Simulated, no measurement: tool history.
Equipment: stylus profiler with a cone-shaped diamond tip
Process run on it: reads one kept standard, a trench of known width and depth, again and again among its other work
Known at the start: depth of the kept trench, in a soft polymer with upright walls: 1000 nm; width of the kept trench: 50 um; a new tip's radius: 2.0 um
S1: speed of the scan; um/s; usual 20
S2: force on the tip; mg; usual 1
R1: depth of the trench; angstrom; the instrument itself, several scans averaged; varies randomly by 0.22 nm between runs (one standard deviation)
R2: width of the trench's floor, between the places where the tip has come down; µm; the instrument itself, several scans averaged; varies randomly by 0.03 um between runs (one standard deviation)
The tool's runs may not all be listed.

run    hour  S1    S2       R1     R2
  1       0  20     1  10019.5  45.12
  2    19.4  20     1  10019.2  45.05
  3    54.1  20     1  10016.8  45.03
  4      90  20     1  10018.8  44.93
  5   117.2  20     1  10021.2  44.88
  6   145.3  20     1  10017.9  44.95
  7   178.6  20     1    10014  44.82
  8   221.2  20     1  10014.4  44.76
  9   242.6  20     1  10012.9  44.79
 10   278.3  20     1  10013.5  44.74
 11   299.5  20  0.72  10001.5  44.69
 12   340.4  20     1  10009.3  44.66
 13   366.5  20     1  10009.5  44.62
 14   396.2  20     1  10006.5  44.54
 15     428  30     1  10004.8  44.49
 16   449.3  42     1  10007.1  44.49
 17   472.3  42     1  10007.3  44.37
 18   509.8  42     1  10003.4  44.33
      514.2  -- height scale calibrated on a step standard
 19   545.1  42     1   9987.8  44.36
 20   588.3  42     1   9987.2  44.27
 21   625.4  42     1   9984.4  44.27
 22   650.6   7     1   9982.4  44.41
 23   671.3  20  1.45   9997.3  44.35
 24   689.6  20  1.07   9987.9  44.33
 25   721.6  20  0.75   9970.3  44.26
      749.7  -- height scale calibrated on a step standard, once more
 26   765.9   8  0.62  10036.5  44.25
 27   796.2  56  0.86  10048.3  43.91
 28   840.8  19  0.38  10024.4  44.07
 29   881.7  19  0.38  10022.4  44.05
 30   925.1  69  0.42  10020.6  43.54
 31   944.6   5  2.24  10084.1  44.12
 32   972.2   5  2.24  10081.2  44.09
 33   990.2  34     1  10043.6  43.86
 34  1020.2  34     1  10047.1  43.85
 35  1046.8  34  2.69    10090  43.93
 36  1080.2  24     1  10042.6  43.84
 37  1121.3  20  0.55  10025.6  43.77
 38  1153.2  20  0.55  10019.4  43.76
 39  1173.5  41  2.07  10072.6  43.79
 40  1195.4   7  0.53  10023.6  43.83
 41  1233.1  35     1  10036.4  43.69
 42  1264.2  25  0.35  10014.2  43.55
 43  1296.6  25  0.35  10009.7  43.55
 44  1332.7  25  0.35  10010.6   43.5

Expected results for the next run?
 45  1352.5  25  0.35   ?   ?

R1: 10008.3 angstrom
R2: 43.52 µm
Had the tool carried no hidden state, the very same run would have given R1 10022.5 angstrom, R2 46.3 µm.

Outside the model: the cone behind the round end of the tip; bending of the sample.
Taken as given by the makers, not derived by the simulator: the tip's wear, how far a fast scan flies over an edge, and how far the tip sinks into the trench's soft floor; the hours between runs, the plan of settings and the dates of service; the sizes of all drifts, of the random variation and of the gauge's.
